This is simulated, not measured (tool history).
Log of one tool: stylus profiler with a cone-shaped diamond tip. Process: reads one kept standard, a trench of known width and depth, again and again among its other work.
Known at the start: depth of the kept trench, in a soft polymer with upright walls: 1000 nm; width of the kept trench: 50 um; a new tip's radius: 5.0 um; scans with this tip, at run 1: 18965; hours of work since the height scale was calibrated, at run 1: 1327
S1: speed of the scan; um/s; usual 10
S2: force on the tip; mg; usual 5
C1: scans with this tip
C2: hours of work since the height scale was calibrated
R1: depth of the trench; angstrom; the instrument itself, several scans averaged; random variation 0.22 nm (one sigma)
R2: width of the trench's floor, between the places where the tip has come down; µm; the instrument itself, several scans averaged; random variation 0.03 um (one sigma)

run   hour  S1     S2     C1    C2       R1     R2
  1      0  10      5  18965  1327  10127.1  41.14
  2   37.6  10      5  19315  1351  10126.6  41.12
  3     83  10      5  19737  1381  10127.1  41.05
  4  115.3  10      5  20038  1402    10129  40.99
  5    155  10      5  20408  1428  10128.4  40.99
  6  208.7  10      5  20906  1463  10131.7  40.93
  7  250.5  10      5  21295  1490  10127.6  40.89
  8  281.6  10      5  21584  1510  10126.4  40.83
     287.6  -- height scale calibrated on a step standard
  9  328.8   5   1.68  22019    27  10034.4  40.83
 10  380.2   5   1.68  22497    60  10041.8  40.73
 11  423.4   5   1.68  22900    88  10038.6   40.7
 12    468  18   2.62  23314   117  10065.5  40.61
 13  494.8  38  10.81  23564   135  10215.9  40.49
 14  522.9  38  10.81  23825   153  10215.3  40.43
 15  583.3  10   4.03  24387   192  10094.1  40.53
 16    635  10   4.03  24868   226  10093.9  40.43

5 ways to go on from here, each from the tool as it stands after run 16. What would each give?
     670.4  -- height scale calibrated on a step standard, once more
  A  686.2  10   3.32  25339  10   ?   ?
     670.4  -- height scale calibrated on a step standard, once more
  B  686.2  11   3.64  25339  10   ?   ?
     670.4  -- height scale calibrated on a step standard, once more
  C  686.2  11  12.86  25339  10   ?   ?
     670.4  -- height scale calibrated on a step standard, once more
  D  686.2  23   4.03  25339  10   ?   ?
     670.4  -- height scale calibrated on a step standard, once more
  E  686.2   9   4.22  25339  10   ?   ?

run       R1     R2
  A  10106.5  40.37
  B  10116.8  40.41
  C  10279.7  40.41
  D  10122.3  40.33
  E  10129.5  40.34
Without the tool's hidden state the same runs would have given:
run       R1     R2
  A  10112.5  43.95
  B  10122.9     44
  C  10285.8  43.99
  D  10128.4  43.91
  E  10135.6  43.92

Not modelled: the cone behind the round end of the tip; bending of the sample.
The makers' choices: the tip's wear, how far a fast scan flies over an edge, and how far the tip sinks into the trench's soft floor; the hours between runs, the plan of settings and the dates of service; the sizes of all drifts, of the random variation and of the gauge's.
